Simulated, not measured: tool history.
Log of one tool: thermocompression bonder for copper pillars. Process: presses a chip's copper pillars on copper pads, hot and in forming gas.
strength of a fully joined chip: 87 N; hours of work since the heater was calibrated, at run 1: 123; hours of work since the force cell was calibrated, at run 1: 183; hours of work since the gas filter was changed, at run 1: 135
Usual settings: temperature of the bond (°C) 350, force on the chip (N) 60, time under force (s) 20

| run | hour | temperature of the bond (°C) | force on the chip (N) | time under force (s) | hours of work since the heater was calibrated | hours of work since the force cell was calibrated | hours of work since the gas filter was changed | force that shears a chip off (N) |
|---|---|---|---|---|---|---|---|---|
| 1 | 0 | 350 | 60 | 20 | 123 | 183 | 135 | 37 |
| 2 | 13.1 | 350 | 60 | 20 | 131 | 191 | 143 | 36.6 |
| 3 | 27.2 | 350 | 60 | 20 | 139 | 199 | 151 | 37 |
| 4 | 36.8 | 350 | 60 | 20 | 145 | 205 | 157 | 36.2 |
| 5 | 43.5 | 350 | 60 | 20 | 149 | 209 | 161 | 36.1 |
| 6 | 51.2 | 350 | 60 | 20 | 154 | 214 | 166 | 36.8 |
| 7 | 57.7 | 350 | 60 | 20 | 158 | 218 | 170 | 36.6 |
| 8 | 68.3 | 350 | 60 | 20 | 164 | 224 | 176 | 36.4 |
| 9 | 81.3 | 350 | 60 | 42 | 172 | 232 | 184 | 47.2 |
| 10 | 91 | 350 | 45 | 20 | 178 | 238 | 190 | 26.5 |
| 11 | 99.9 | 350 | 60 | 16 | 183 | 243 | 195 | 33.5 |
| 12 | 110.9 | 350 | 60 | 16 | 190 | 250 | 202 | 32.7 |
| 13 | 121.8 | 350 | 60 | 16 | 196 | 256 | 208 | 33 |
| 14 | 130.2 | 350 | 60 | 20 | 201 | 261 | 213 | 35.7 |
| 15 | 136.9 | 340 | 43 | 20 | 205 | 265 | 217 | 22.8 |
| 16 | 148 | 340 | 43 | 20 | 212 | 272 | 224 | 23 |
| 17 | 157.7 | 350 | 43 | 20 | 218 | 278 | 230 | 25.6 |
|  | 160 | force cell calibrated |
| 18 | 172.1 | 360 | 64 | 13 | 225 | 7 | 237 | 35.1 |
| 19 | 186.9 | 353 | 56 | 20 | 234 | 16 | 246 | 34.3 |
| 20 | 193.3 | 322 | 59 | 52 | 238 | 20 | 250 | 39.7 |
| 21 | 204.2 | 333 | 50 | 52 | 245 | 26 | 257 | 36.8 |
| 22 | 214.6 | 345 | 38 | 19 | 251 | 33 | 263 | 19.9 |
| 23 | 225.7 | 362 | 51 | 20 | 258 | 39 | 270 | 33.7 |
|  | 240.3 | force cell calibrated, once more |
| 24 | 241.4 | 334 | 89 | 20 | 266 | 1 | 278 | 46.6 |
| 25 | 254.6 | 350 | 60 | 21 | 274 | 9 | 286 | 36.2 |
| 26 | 264.6 | 350 | 60 | 11 | 280 | 15 | 292 | 28.5 |
| 27 | 274.1 | 350 | 46 | 13 | 286 | 20 | 298 | 23.3 |

4 ways to go on from here, each from the tool as it stands after run 27. What would each give?
| A | 287.1 | 356 | 85 | 12 | 293 | 28 | 305 | ? |
| B | 287.1 | 376 | 60 | 20 | 293 | 28 | 305 | ? |
| C | 287.1 | 378 | 46 | 13 | 293 | 28 | 305 | ? |
| D | 287.1 | 329 | 46 | 25 | 293 | 28 | 305 | ? |

| run | force that shears a chip off (N) |
|---|---|
| A | 43.9 |
| B | 44.1 |
| C | 28.6 |
| D | 24.1 |
Without the tool's hidden state the same runs would have given:
| run | force that shears a chip off (N) |
|---|---|
| A | 45.9 |
| B | 46.1 |
| C | 30 |
| D | 25.4 |
